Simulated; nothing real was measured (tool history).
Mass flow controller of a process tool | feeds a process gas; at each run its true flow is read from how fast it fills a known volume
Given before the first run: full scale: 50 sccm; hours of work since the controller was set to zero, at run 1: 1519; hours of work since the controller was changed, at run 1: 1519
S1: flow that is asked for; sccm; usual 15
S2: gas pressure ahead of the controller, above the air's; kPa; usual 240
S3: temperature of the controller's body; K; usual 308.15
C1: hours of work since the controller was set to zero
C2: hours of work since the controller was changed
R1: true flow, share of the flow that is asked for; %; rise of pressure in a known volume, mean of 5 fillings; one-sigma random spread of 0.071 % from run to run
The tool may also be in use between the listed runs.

| run | day | S1 | S2 | S3 | C1 | C2 | R1 |
|---|---|---|---|---|---|---|---|
| 1 | 0.000 | 15 | 240 | 308.15 | 1519 | 1519 | 99.03 |
| 2 | 3.604 | 15 | 240 | 308.15 | 1580 | 1580 | 99.01 |
| 3 | 6.117 | 15 | 240 | 308.15 | 1622 | 1622 | 98.98 |
| 4 | 9.567 | 44 | 240 | 308.15 | 1680 | 1680 | 100.89 |
| 5 | 11.400 | 44 | 240 | 308.15 | 1711 | 1711 | 100.97 |
| 6 | 13.408 | 15 | 240 | 306.15 | 1745 | 1745 | 98.77 |
| 7 | 16.896 | 15 | 253 | 308.15 | 1804 | 1804 | 98.87 |
| 8 | 20.492 | 15 | 149 | 308.15 | 1864 | 1864 | 99.24 |
| 9 | 22.362 | 15 | 240 | 308.15 | 1896 | 1896 | 98.80 |
| 10 | 25.192 | 15 | 240 | 308.15 | 1944 | 1944 | 98.88 |
| 11 | 27.133 | 41 | 240 | 308.15 | 1976 | 1976 | 100.88 |
| 12 | 30.150 | 38 | 185 | 299.15 | 2027 | 2027 | 99.85 |
| 13 | 33.312 | 38 | 197 | 300.15 | 2081 | 2081 | 99.93 |
| 14 | 35.621 | 29 | 257 | 300.15 | 2120 | 2120 | 99.03 |
| 15 | 37.633 | 14 | 159 | 300.15 | 2153 | 2153 | 98.25 |
| 16 | 41.271 | 14 | 159 | 300.15 | 2215 | 2215 | 98.06 |
| 17 | 44.954 | 15 | 215 | 311.15 | 2277 | 2277 | 99.27 |

What if the next run were any one of these 5? Each begins from the tool's condition after run 17:
| A | 46.721 | 50 | 148 | 312.15 | 2307 | 2307 | ? |
| B | 46.721 | 15 | 190 | 308.15 | 2307 | 2307 | ? |
| C | 46.721 | 20 | 240 | 305.15 | 2307 | 2307 | ? |
| D | 46.721 | 8 | 207 | 310.15 | 2307 | 2307 | ? |
| E | 46.721 | 40 | 215 | 294.15 | 2307 | 2307 | ? |

| run | R1 |
|---|---|
| A | 102.27 |
| B | 99.08 |
| C | 99.09 |
| D | 97.67 |
| E | 99.31 |
Without the tool's hidden state the same runs would have given:
| run | R1 |
|---|---|
| A | 101.92 |
| B | 99.75 |
| C | 99.40 |
| D | 99.59 |
| E | 99.07 |

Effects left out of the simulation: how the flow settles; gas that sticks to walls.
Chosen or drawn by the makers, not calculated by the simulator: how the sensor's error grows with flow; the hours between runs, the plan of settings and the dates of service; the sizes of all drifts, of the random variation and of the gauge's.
